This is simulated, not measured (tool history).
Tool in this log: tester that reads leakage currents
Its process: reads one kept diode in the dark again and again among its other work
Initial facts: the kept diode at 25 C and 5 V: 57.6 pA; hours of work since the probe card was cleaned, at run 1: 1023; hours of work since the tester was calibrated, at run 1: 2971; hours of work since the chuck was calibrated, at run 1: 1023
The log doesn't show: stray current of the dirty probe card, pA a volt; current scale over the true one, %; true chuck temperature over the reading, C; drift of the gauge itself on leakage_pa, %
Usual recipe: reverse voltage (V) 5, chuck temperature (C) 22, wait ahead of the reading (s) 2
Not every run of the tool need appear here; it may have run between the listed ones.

run,hour,reverse voltage (V),chuck temperature (C),wait ahead of the reading (s),hours of work since the probe card was cleaned,hours of work since the tester was calibrated,hours of work since the chuck was calibrated,current that the tester gives (pA)
1,0,5,22,2,1023,2971,1023,43.37
# hour 134.6: probe card cleaned and baked
2,168.7,5,22,2,20,3067,1119,37.55
# hour 214.7: chuck's temperature calibrated
3,307.6,5,22,2,99,3146,54,33.25
4,422.9,5,39,2,166,3213,121,144.42
5,553.2,5,22,2,242,3289,197,33.38
6,719.8,5,22,2,339,3386,293,33.51
7,907.6,5,22,2,448,3495,402,33.49
8,1097.2,5,22,2,558,3605,512,33.73
# hour 1184.4: chuck's temperature calibrated, once more
9,1187.5,5,22,2.48,609,3656,2,47.05
10,1396.8,5,22,2.48,731,3778,123,46.85
11,1593.1,5,22,2.48,845,3892,237,46.48
# hour 1745.3: tester calibrated
12,1752.4,5,22,2.48,936,4,329,47.14
13,1952.8,5,22,1.54,1052,120,445,47.78
# hour 2033.9: probe card cleaned and baked
14,2170.6,5,22,1.54,79,245,570,40.97
15,2342.6,5,55,1.06,179,345,670,605.09
16,2451,5,55,1.06,242,408,733,594.36
17,2539.1,5,53,1.78,293,459,784,510.11
18,2674.6,5.04,32,7.62,372,538,862,94.72
19,2827.4,2.65,21,2,461,627,951,27.58

For some of the steps in current that the tester gives (pA) from one run to the next: how much would appear even if the tool had no hidden state, given the settings, what came in and random variation, and how much remains for the hidden state plus any gauge scatter that the measured result and the result without hidden state don't share?
Run 14 -> 15: chuck temperature (C) 22 -> 55, wait ahead of the reading (s) 1.54 -> 1.06. current that the tester gives (pA) +564.12: hidden state -58.46, all else +622.58.
